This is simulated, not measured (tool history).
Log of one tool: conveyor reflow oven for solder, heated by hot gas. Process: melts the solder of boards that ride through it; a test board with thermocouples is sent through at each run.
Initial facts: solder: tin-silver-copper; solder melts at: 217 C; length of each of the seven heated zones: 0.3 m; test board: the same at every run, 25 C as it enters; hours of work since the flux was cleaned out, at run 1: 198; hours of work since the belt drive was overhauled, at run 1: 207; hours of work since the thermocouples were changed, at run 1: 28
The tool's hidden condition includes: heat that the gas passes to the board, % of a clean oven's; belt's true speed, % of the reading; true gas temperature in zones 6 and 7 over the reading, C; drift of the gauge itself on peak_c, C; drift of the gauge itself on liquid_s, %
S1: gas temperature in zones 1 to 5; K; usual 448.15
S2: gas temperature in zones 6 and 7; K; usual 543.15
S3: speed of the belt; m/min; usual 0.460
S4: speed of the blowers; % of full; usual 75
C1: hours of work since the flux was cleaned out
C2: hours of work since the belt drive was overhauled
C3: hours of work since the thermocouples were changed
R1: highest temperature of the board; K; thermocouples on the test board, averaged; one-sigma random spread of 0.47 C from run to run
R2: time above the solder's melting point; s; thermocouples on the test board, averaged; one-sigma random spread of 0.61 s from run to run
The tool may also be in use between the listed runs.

run   hour      S1      S2     S3  S4   C1   C2   C3      R1    R2
  1    0.0  448.15  543.15  0.460  75  198  207   28  528.65  61.0
  2   10.5  439.15  543.15  0.460  75  203  211   33  526.75  57.4
  3   19.1  448.15  543.15  0.481  75  207  215   37  527.05  56.9
  4   32.6  448.15  543.15  0.460  75  213  222   43  528.25  61.1
  5   39.1  448.15  543.15  0.460  75  216  225   46  528.15  61.5
  6   51.9  448.15  552.15  0.460  75  222  231   52  536.25  66.3
  7   57.8  448.15  552.15  0.460  75  225  233   55  536.45  65.3
  8   67.4  448.15  543.15  0.460  75  229  238   59  528.75  61.5
  9   75.3  448.15  543.15  0.460  75  233  241   63  528.05  61.2
 10   85.4  461.15  543.15  0.460  75  238  246   67  530.75  67.7
 11   97.3  448.15  543.15  0.460  62  243  252   73  524.25  57.7
 12  107.7  448.15  543.15  0.460  62  248  256   78  524.55  57.0
 13  117.2  448.15  543.15  0.460  75  252  261   82  528.45  61.9
 14  123.4  434.15  543.15  0.460  75  255  264   85  526.55  55.1
 15  135.2  434.15  543.15  0.460  75  261  269   90  526.35  55.5
 16  146.6  434.15  543.15  0.460  75  266  274   96  526.55  54.5
 17  157.7  434.15  543.15  0.460  75  271  279  101  525.75  55.0
 18  169.2  463.15  533.15  0.498  77  276  285  106  520.25  57.4
 19  178.8  463.15  533.15  0.498  58  281  289  111  515.35  49.5
 20  190.3  463.15  533.15  0.498  58  286  295  116  514.85  50.5
 21  196.0  448.15  553.15  0.460  75  289  297  118  537.75  65.1
 22  204.9  448.15  553.15  0.374  75  293  301  123  543.15  85.1
 23  212.7  448.15  543.15  0.460  81  296  305  126  530.15  63.9
 24  222.1  448.15  543.15  0.524  66  301  309  131  521.45  45.7
 25  233.7  437.15  545.15  0.535  55  306  315  136  513.05  34.0
 26  246.7  437.15  545.15  0.535  55  312  321  142  512.55  34.6
 27  259.4  448.15  543.15  0.446  75  318  327  148  529.45  63.8
 28  267.9  456.15  538.15  0.538  75  322  330  152  520.85  48.5
 29  275.2  448.15  548.15  0.530  70  325  334  155  526.05  50.4

What will run 30 give?
     283.3  -- flux residue cleaned out of gas plates and filters
 30  290.2  448.15  548.15  0.530  70   3  338  160   ?   ?

Run 30 yielded R1 526.65 K, R2 49.8 s.
If the tool had no hidden condition, the same run with the same run-to-run variation would have returned R1 526.65 K, R2 49.8 s.
